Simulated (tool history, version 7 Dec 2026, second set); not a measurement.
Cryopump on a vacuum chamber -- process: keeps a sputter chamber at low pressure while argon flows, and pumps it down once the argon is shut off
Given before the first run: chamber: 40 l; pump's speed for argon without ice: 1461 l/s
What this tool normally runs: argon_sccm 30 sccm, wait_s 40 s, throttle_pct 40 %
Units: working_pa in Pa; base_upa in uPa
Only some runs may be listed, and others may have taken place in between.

run 1 hour=0.0 | argon_sccm=30 wait_s=40 throttle_pct=40 | working_pa=0.0889 base_upa=2.54
run 2 hour=39.5 | argon_sccm=30 wait_s=40 throttle_pct=40 | working_pa=0.0892 base_upa=2.53
run 3 hour=75.5 | argon_sccm=30 wait_s=40 throttle_pct=40 | working_pa=0.0901 base_upa=2.60
run 4 hour=99.3 | argon_sccm=30 wait_s=40 throttle_pct=40 | working_pa=0.0914 base_upa=2.63
run 5 hour=141.2 | argon_sccm=30 wait_s=71 throttle_pct=40 | working_pa=0.0932 base_upa=1.96
run 6 hour=189.6 | argon_sccm=30 wait_s=71 throttle_pct=40 | working_pa=0.0918 base_upa=2.01
run 7 hour=212.5 | argon_sccm=30 wait_s=40 throttle_pct=40 | working_pa=0.0919 base_upa=2.68
run 8 hour=234.2 | argon_sccm=30 wait_s=40 throttle_pct=40 | working_pa=0.0927 base_upa=2.79
run 9 hour=263.3 | argon_sccm=30 wait_s=40 throttle_pct=40 | working_pa=0.0934 base_upa=2.83
run 10 hour=292.3 | argon_sccm=25 wait_s=40 throttle_pct=40 | working_pa=0.0779 base_upa=2.73
run 11 hour=324.3 | argon_sccm=25 wait_s=40 throttle_pct=40 | working_pa=0.0785 base_upa=2.81
run 12 hour=356.6 | argon_sccm=25 wait_s=40 throttle_pct=40 | working_pa=0.0803 base_upa=2.87
run 13 hour=381.6 | argon_sccm=25 wait_s=40 throttle_pct=40 | working_pa=0.0801 base_upa=2.91
run 14 hour=412.0 | argon_sccm=30 wait_s=40 throttle_pct=40 | working_pa=0.0964 base_upa=2.97
run 15 hour=435.0 | argon_sccm=30 wait_s=40 throttle_pct=40 | working_pa=0.0978 base_upa=2.97
run 16 hour=481.9 | argon_sccm=50 wait_s=152 throttle_pct=40 | working_pa=0.1638 base_upa=1.86
run 17 hour=529.2 | argon_sccm=50 wait_s=54 throttle_pct=31 | working_pa=0.2096 base_upa=2.68
run 18 hour=548.9 | argon_sccm=19 wait_s=54 throttle_pct=31 | working_pa=0.0797 base_upa=2.73
run 19 hour=573.9 | argon_sccm=30 wait_s=40 throttle_pct=49 | working_pa=0.0853 base_upa=3.19
run 20 hour=612.2 | argon_sccm=35 wait_s=25 throttle_pct=26 | working_pa=0.1728 base_upa=4.19
run 21 hour=633.7 | argon_sccm=42 wait_s=38 throttle_pct=40 | working_pa=0.1439 base_upa=3.24
-- hour=642.5 pump warmed up, emptied and cooled again
run 22 hour=684.6 | argon_sccm=18 wait_s=40 throttle_pct=15 | working_pa=0.1383 base_upa=2.81
run 23 hour=714.1 | argon_sccm=30 wait_s=97 throttle_pct=22 | working_pa=0.1597 base_upa=1.91
run 24 hour=757.0 | argon_sccm=33 wait_s=91 throttle_pct=27 | working_pa=0.1441 base_upa=1.97
run 25 hour=795.4 | argon_sccm=33 wait_s=91 throttle_pct=27 | working_pa=0.1439 base_upa=2.02
run 26 hour=831.8 | argon_sccm=21 wait_s=52 throttle_pct=40 | working_pa=0.0626 base_upa=2.54
run 27 hour=859.0 | argon_sccm=21 wait_s=40 throttle_pct=46 | working_pa=0.0554 base_upa=3.01

Forecast each of these 4 alternatives for the next run:
run A hour=890.2 | argon_sccm=39 wait_s=40 throttle_pct=46 | working_pa=? base_upa=?
run B hour=890.2 | argon_sccm=21 wait_s=295 throttle_pct=46 | working_pa=? base_upa=?
run C hour=890.2 | argon_sccm=18 wait_s=108 throttle_pct=46 | working_pa=? base_upa=?
run D hour=890.2 | argon_sccm=28 wait_s=63 throttle_pct=16 | working_pa=? base_upa=?

run=A working_pa=0.1040 base_upa=3.00
run=B working_pa=0.0564 base_upa=1.60
run=C working_pa=0.0471 base_upa=1.99
run=D working_pa=0.2066 base_upa=2.42
With the hidden condition removed and each run's random variation left untouched, the same runs would have given:
run=A working_pa=0.0986 base_upa=1.82
run=B working_pa=0.0534 base_upa=0.41
run=C working_pa=0.0446 base_upa=0.81
run=D working_pa=0.2027 base_upa=1.22

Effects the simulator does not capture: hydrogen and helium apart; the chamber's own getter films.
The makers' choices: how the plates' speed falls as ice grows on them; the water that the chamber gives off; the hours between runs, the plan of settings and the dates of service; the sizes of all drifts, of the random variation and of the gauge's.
